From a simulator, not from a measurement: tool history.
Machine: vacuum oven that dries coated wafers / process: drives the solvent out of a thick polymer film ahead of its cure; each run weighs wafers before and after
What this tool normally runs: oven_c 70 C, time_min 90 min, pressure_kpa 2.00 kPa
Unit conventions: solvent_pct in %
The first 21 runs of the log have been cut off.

{"run": 22, "hour": 266.6, "oven_c": 70, "time_min": 90, "pressure_kpa": 2.0, "solvent_pct": 3.77}
{"run": 23, "hour": 284.6, "oven_c": 70, "time_min": 90, "pressure_kpa": 2.0, "solvent_pct": 3.77}
{"run": 24, "hour": 300.5, "oven_c": 56, "time_min": 90, "pressure_kpa": 5.57, "solvent_pct": 16.12}
{"run": 25, "hour": 314.8, "oven_c": 81, "time_min": 90, "pressure_kpa": 6.84, "solvent_pct": 4.86}
{"run": 26, "hour": 322.7, "oven_c": 76, "time_min": 159, "pressure_kpa": 1.89, "solvent_pct": 1.69}
{"run": 27, "hour": 338.4, "oven_c": 76, "time_min": 159, "pressure_kpa": 1.89, "solvent_pct": 1.7}
{"run": 28, "hour": 354.7, "oven_c": 70, "time_min": 64, "pressure_kpa": 1.3, "solvent_pct": 4.58}
{"run": 29, "hour": 373.7, "oven_c": 70, "time_min": 64, "pressure_kpa": 1.3, "solvent_pct": 4.6}
{"run": 30, "hour": 382.4, "oven_c": 83, "time_min": 106, "pressure_kpa": 2.0, "solvent_pct": 1.38}
{"run": 31, "hour": 398.2, "oven_c": 77, "time_min": 120, "pressure_kpa": 1.13, "solvent_pct": 1.09}
{"run": 32, "hour": 416.8, "oven_c": 77, "time_min": 154, "pressure_kpa": 1.5, "solvent_pct": 1.39}
{"run": 33, "hour": 433.5, "oven_c": 77, "time_min": 154, "pressure_kpa": 1.5, "solvent_pct": 1.35}
{"run": 34, "hour": 444.6, "oven_c": 84, "time_min": 58, "pressure_kpa": 1.5, "solvent_pct": 1.2}
{"run": 35, "hour": 453.7, "oven_c": 84, "time_min": 91, "pressure_kpa": 5.33, "solvent_pct": 3.24}
{"run": 36, "hour": 472.1, "oven_c": 84, "time_min": 91, "pressure_kpa": 5.33, "solvent_pct": 3.38}
{"run": 37, "hour": 480.3, "oven_c": 73, "time_min": 91, "pressure_kpa": 5.33, "solvent_pct": 5.93}
{"run": 38, "hour": 488.8, "oven_c": 65, "time_min": 147, "pressure_kpa": 1.17, "solvent_pct": 2.98}
{"run": 39, "hour": 507.8, "oven_c": 70, "time_min": 75, "pressure_kpa": 7.7, "solvent_pct": 9.92}
{"run": 40, "hour": 523.5, "oven_c": 81, "time_min": 75, "pressure_kpa": 4.17, "solvent_pct": 3.09}
{"run": 41, "hour": 535.0, "oven_c": 69, "time_min": 90, "pressure_kpa": 2.0, "solvent_pct": 4.24}
{"run": 42, "hour": 553.1, "oven_c": 69, "time_min": 60, "pressure_kpa": 2.0, "solvent_pct": 6.2}
{"run": 43, "hour": 564.9, "oven_c": 69, "time_min": 60, "pressure_kpa": 2.0, "solvent_pct": 6.2}
{"run": 44, "hour": 576.3, "oven_c": 69, "time_min": 60, "pressure_kpa": 2.0, "solvent_pct": 6.18}
{"run": 45, "hour": 590.8, "oven_c": 69, "time_min": 60, "pressure_kpa": 2.0, "solvent_pct": 6.12}
{"run": 46, "hour": 601.4, "oven_c": 60, "time_min": 90, "pressure_kpa": 7.41, "solvent_pct": 15.37}

What if the next run were any one of these 5? Each begins from the tool's condition after run 46:
{"run": "A", "hour": 619.6, "oven_c": 75, "time_min": 143, "pressure_kpa": 1.51, "solvent_pct": "?"}
{"run": "B", "hour": 619.6, "oven_c": 66, "time_min": 90, "pressure_kpa": 2.0, "solvent_pct": "?"}
{"run": "C", "hour": 619.6, "oven_c": 61, "time_min": 85, "pressure_kpa": 7.41, "solvent_pct": "?"}
{"run": "D", "hour": 619.6, "oven_c": 59, "time_min": 104, "pressure_kpa": 5.43, "solvent_pct": "?"}
{"run": "E", "hour": 619.6, "oven_c": 70, "time_min": 49, "pressure_kpa": 1.03, "solvent_pct": "?"}

run=A solvent_pct=1.59
run=B solvent_pct=5.54
run=C solvent_pct=15.09
run=D solvent_pct=13.05
run=E solvent_pct=6.01
Had the tool no hidden state, the same runs would have come out as:
run=A solvent_pct=1.45
run=B solvent_pct=5.56
run=C solvent_pct=15.19
run=D solvent_pct=13.12
run=E solvent_pct=6.10

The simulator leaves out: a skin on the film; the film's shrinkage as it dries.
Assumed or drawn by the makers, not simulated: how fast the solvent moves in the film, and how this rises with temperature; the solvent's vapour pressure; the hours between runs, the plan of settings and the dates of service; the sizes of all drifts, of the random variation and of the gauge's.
